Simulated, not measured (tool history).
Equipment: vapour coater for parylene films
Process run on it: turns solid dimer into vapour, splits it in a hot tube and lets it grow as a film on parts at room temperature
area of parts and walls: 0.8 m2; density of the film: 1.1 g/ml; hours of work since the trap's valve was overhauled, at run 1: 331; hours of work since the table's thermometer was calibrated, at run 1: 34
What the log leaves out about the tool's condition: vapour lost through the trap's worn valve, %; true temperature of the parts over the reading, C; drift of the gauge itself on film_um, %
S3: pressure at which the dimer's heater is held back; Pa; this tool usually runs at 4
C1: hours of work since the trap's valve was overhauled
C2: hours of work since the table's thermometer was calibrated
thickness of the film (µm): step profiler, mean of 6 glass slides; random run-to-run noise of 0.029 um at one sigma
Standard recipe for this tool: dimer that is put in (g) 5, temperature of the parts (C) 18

Run 1, hour 0: usual settings; C1 331; C2 34. Result: thickness of the film (µm) 4.31.
Run 2, hour 14.8: usual settings; C1 341; C2 44. Result: thickness of the film (µm) 4.33.
Run 3, hour 21.5: usual settings; C1 345; C2 48. Result: thickness of the film (µm) 4.31.
Run 4, hour 28.1: usual settings; C1 349; C2 53. Result: thickness of the film (µm) 4.35.
Run 5, hour 36.1: usual settings; C1 355; C2 58. Result: thickness of the film (µm) 4.36.
Run 6, hour 52.1: usual settings; C1 365; C2 68. Result: thickness of the film (µm) 4.28.
Run 7, hour 60.1: usual settings but temperature of the parts (C) 15; C1 371; C2 74. Result: thickness of the film (µm) 4.86.
Run 8, hour 70.7: usual settings but temperature of the parts (C) 20; C1 378; C2 81. Result: thickness of the film (µm) 4.02.
Run 9, hour 85.3: usual settings but temperature of the parts (C) 20; C1 387; C2 90. Result: thickness of the film (µm) 4.01.
Run 10, hour 97.2: usual settings; C1 395; C2 98. Result: thickness of the film (µm) 4.28.
Run 11, hour 104.2: usual settings; C1 400; C2 103. Result: thickness of the film (µm) 4.37.

Predict the results of run 12:
Run 12, hour 115.3: usual settings but dimer that is put in (g) 7, temperature of the parts (C) 12, S3 10.65 Pa; C1 407; C2 110. Result: thickness of the film (µm) ?.

{"run 12": {"thickness of the film (µm)": 7.32}}
With the hidden condition absent and the run-to-run variation left alone, this run would have shown thickness of the film (µm) 7.36.
